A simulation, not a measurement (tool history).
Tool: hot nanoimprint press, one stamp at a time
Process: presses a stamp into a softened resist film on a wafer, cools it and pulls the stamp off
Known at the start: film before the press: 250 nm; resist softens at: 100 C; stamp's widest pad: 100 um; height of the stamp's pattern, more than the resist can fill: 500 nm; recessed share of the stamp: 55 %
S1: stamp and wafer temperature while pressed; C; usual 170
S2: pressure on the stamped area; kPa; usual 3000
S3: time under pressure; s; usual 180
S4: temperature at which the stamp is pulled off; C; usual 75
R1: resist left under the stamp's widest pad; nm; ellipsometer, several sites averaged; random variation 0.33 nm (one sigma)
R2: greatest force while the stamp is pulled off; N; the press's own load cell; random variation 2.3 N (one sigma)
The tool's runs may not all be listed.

| run | hour | S1 | S2 | S3 | S4 | R1 | R2 |
|---|---|---|---|---|---|---|---|
| 1 | 0.0 | 170 | 3000 | 180 | 75 | 118.3 | 214 |
| 2 | 41.2 | 169 | 3000 | 180 | 75 | 125.1 | 209 |
| 3 | 73.7 | 169 | 3000 | 180 | 75 | 125.7 | 216 |
|  | 92.3 | stamp cleaned and given a new release coat |
| 4 | 118.9 | 169 | 3000 | 180 | 75 | 125.1 | 180 |
| 5 | 139.8 | 169 | 3000 | 180 | 75 | 126.3 | 184 |
| 6 | 158.9 | 169 | 3000 | 180 | 75 | 125.6 | 184 |
| 7 | 193.8 | 169 | 3000 | 180 | 75 | 126.1 | 187 |
| 8 | 221.1 | 170 | 3000 | 180 | 81 | 120.8 | 157 |
| 9 | 257.6 | 170 | 3000 | 180 | 81 | 120.5 | 163 |
| 10 | 292.2 | 170 | 3000 | 180 | 66 | 120.8 | 235 |
| 11 | 329.9 | 170 | 3030 | 180 | 67 | 120.9 | 240 |
| 12 | 359.9 | 170 | 3030 | 180 | 67 | 120.8 | 243 |
| 13 | 397.4 | 170 | 3030 | 124 | 60 | 136.8 | 281 |
| 14 | 424.9 | 170 | 2440 | 124 | 80 | 150.2 | 174 |
| 15 | 455.7 | 170 | 3460 | 180 | 75 | 114.2 | 201 |
| 16 | 482.3 | 170 | 3460 | 180 | 75 | 114.1 | 205 |
| 17 | 510.0 | 167 | 3150 | 130 | 65 | 151.6 | 262 |
| 18 | 550.7 | 168 | 2780 | 130 | 65 | 152.8 | 263 |

Forecast each of these 4 alternatives for the next run:
|  | 567.8 | plate thermocouple calibrated |
| A | 584.4 | 168 | 2780 | 141 | 78 | ? | ? |
|  | 567.8 | plate thermocouple calibrated |
| B | 584.4 | 178 | 2780 | 112 | 65 | ? | ? |
|  | 567.8 | plate thermocouple calibrated |
| C | 584.4 | 176 | 3000 | 180 | 67 | ? | ? |
|  | 567.8 | plate thermocouple calibrated |
| D | 584.4 | 164 | 2780 | 130 | 76 | ? | ? |

| run | R1 | R2 |
|---|---|---|
| A | 147.0 | 190 |
| B | 102.9 | 271 |
| C | 90.4 | 259 |
| D | 176.0 | 207 |
Without the tool's hidden state the same runs would have given:
| run | R1 | R2 |
|---|---|---|
| A | 146.8 | 164 |
| B | 102.6 | 233 |
| C | 90.2 | 223 |
| D | 175.8 | 178 |

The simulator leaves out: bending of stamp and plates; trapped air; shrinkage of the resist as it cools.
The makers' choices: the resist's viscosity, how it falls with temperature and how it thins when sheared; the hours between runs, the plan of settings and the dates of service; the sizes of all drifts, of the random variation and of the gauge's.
